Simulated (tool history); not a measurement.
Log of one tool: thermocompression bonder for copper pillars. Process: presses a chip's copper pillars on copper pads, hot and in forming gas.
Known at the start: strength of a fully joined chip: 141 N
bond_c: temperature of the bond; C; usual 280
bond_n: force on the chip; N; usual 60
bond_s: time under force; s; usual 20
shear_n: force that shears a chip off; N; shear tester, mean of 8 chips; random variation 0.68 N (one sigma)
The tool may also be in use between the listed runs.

| run | day | bond_c | bond_n | bond_s | shear_n |
|---|---|---|---|---|---|
| 1 | 0 | 280 | 60 | 20 | 94.7 |
| 2 | 3.042 | 280 | 60 | 20 | 94 |
|  | 3.521 | forming gas filter changed |
|  | 5.058 | heater calibrated with a thermocouple chip |
| 3 | 5.975 | 280 | 80 | 20 | 105.8 |
| 4 | 8.929 | 280 | 80 | 20 | 103.7 |
| 5 | 10.942 | 280 | 60 | 20 | 86.8 |
| 6 | 13.283 | 280 | 60 | 20 | 86.9 |
| 7 | 15.621 | 280 | 60 | 20 | 85 |
|  | 15.871 | forming gas filter changed |
| 8 | 18.325 | 280 | 60 | 20 | 92.9 |
| 9 | 20.771 | 280 | 60 | 20 | 90.2 |
| 10 | 22.571 | 280 | 60 | 20 | 89.4 |
| 11 | 24.667 | 280 | 37 | 20 | 62.7 |
| 12 | 26.779 | 280 | 37 | 20 | 61.9 |
|  | 28.238 | forming gas filter changed |
| 13 | 28.662 | 280 | 37 | 20 | 67.2 |
| 14 | 30.208 | 280 | 36 | 32 | 77 |
| 15 | 31.838 | 270 | 38 | 47 | 80.8 |
| 16 | 34.492 | 280 | 50 | 20 | 82.1 |
|  | 36.275 | force cell calibrated |
| 17 | 37.15 | 255 | 73 | 23 | 85.1 |
| 18 | 39.596 | 255 | 73 | 23 | 84.1 |
|  | 40.604 | forming gas filter changed |
| 19 | 42.867 | 280 | 36 | 22 | 72.2 |
|  | 44.246 | force cell calibrated, once more |
| 20 | 45.179 | 280 | 56 | 26 | 95.5 |
| 21 | 48.775 | 265 | 60 | 20 | 78 |

Run 22 comes next. What will it give?
| 22 | 51.912 | 286 | 52 | 20 | ? |

Run 22 gave shear_n 85.1 N.
Without the tool's hidden state the same run would have given shear_n 85.5 N.
